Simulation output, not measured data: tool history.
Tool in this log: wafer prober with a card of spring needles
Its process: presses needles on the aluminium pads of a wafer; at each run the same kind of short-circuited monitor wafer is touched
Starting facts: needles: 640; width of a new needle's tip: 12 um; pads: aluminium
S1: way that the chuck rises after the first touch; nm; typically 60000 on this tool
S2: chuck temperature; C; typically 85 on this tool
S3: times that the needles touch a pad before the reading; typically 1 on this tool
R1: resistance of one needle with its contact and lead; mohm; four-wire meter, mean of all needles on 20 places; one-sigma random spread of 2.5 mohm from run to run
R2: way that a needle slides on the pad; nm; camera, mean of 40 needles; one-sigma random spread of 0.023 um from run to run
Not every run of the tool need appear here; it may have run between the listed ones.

run    hour     S1   S2  S3   R1     R2
  1     0.0  60000   85   1  295  10950
        4.4  -- tips cleaned on abrasive film
       23.9  -- tips cleaned on abrasive film
       44.8  -- tips cleaned on abrasive film
  2    59.3  60000   85   1  294  10960
       63.7  -- tips cleaned on abrasive film
       85.0  -- tips cleaned on abrasive film
      102.3  -- tips cleaned on abrasive film
  3   105.3  60000   85   1  292  10920
      120.7  -- tips cleaned on abrasive film
      140.5  -- tips cleaned on abrasive film
  4   151.5  60000   85   1  292  10940
      158.4  -- tips cleaned on abrasive film
      178.7  -- tips cleaned on abrasive film
      199.4  -- tips cleaned on abrasive film
  5   206.1  60000   85   1  291  10960
      218.2  -- tips cleaned on abrasive film
      222.8  -- height of the first contact set anew
      239.8  -- tips cleaned on abrasive film
      258.7  -- tips cleaned on abrasive film
  6   263.7  60000   85   1  291  10990
      276.6  -- tips cleaned on abrasive film
      296.8  -- tips cleaned on abrasive film
      314.0  -- tips cleaned on abrasive film
  7   323.4  60000   85   1  295  11020
      332.0  -- tips cleaned on abrasive film
      352.2  -- tips cleaned on abrasive film
  8   355.2  60000   85   1  290  10970
      371.6  -- tips cleaned on abrasive film
      392.2  -- tips cleaned on abrasive film
  9   408.7  60000   85   1  296  10940
      413.0  -- tips cleaned on abrasive film
      430.5  -- tips cleaned on abrasive film
      449.3  -- tips cleaned on abrasive film
 10   462.5  60000   85   1  297  10960
      466.9  -- tips cleaned on abrasive film
      486.2  -- tips cleaned on abrasive film
 11   492.1  60000   85   1  293  11010
      504.8  -- tips cleaned on abrasive film
      505.1  -- height of the first contact set anew
      524.4  -- tips cleaned on abrasive film
 12   524.4  60000   74   1  288  10980
      545.7  -- tips cleaned on abrasive film
      567.2  -- tips cleaned on abrasive film
      586.9  -- tips cleaned on abrasive film
 13   593.8  60000   74   1  288  11000
      606.7  -- tips cleaned on abrasive film
      627.4  -- tips cleaned on abrasive film
      648.4  -- tips cleaned on abrasive film
 14   653.2  60000   85   1  297  11010
      666.2  -- tips cleaned on abrasive film
      687.6  -- tips cleaned on abrasive film
      709.1  -- tips cleaned on abrasive film
 15   714.5  74000   78   1  288  13600
      726.9  -- tips cleaned on abrasive film
      747.1  -- tips cleaned on abrasive film
 16   751.3  45000  112   3  310   8250
      768.5  -- tips cleaned on abrasive film
      789.1  -- tips cleaned on abrasive film
      789.4  -- height of the first contact set anew
 17   799.3  70000  112   1  293  12860
      806.7  -- tips cleaned on abrasive film
      826.9  -- tips cleaned on abrasive film
 18   841.8  80000   64   1  280  14710
      845.9  -- tips cleaned on abrasive film
      867.4  -- tips cleaned on abrasive film
 19   875.9  78000   96   2  295  14350
      888.9  -- tips cleaned on abrasive film
      909.7  -- tips cleaned on abrasive film
      929.6  -- tips cleaned on abrasive film
 20   929.6  64000   70   1  286  11780
      949.4  -- tips cleaned on abrasive film
      970.1  -- tips cleaned on abrasive film
      988.1  -- tips cleaned on abrasive film
 21   988.1  64000   79   1  291  11810
     1007.9  -- tips cleaned on abrasive film
     1025.3  -- tips cleaned on abrasive film
     1045.3  -- tips cleaned on abrasive film
 22  1054.9  60000   60   3  284  11070
     1063.2  -- tips cleaned on abrasive film
     1072.1  -- height of the first contact set anew
     1083.2  -- tips cleaned on abrasive film
     1101.2  -- tips cleaned on abrasive film
     1118.5  -- tips cleaned on abrasive film
 23  1118.5  60000   50   1  284  11090

The next listed run, before its measurement:
     1140.0  -- tips cleaned on abrasive film
     1160.9  -- tips cleaned on abrasive film
 24  1165.3  78000  64   2   ?   ?

For run 24 the tool returned R1 283 mohm, R2 14400 nm.
Were there no unlogged condition in the tool, this run, its random variation unchanged, would have produced R1 283 mohm, R2 14240 nm.
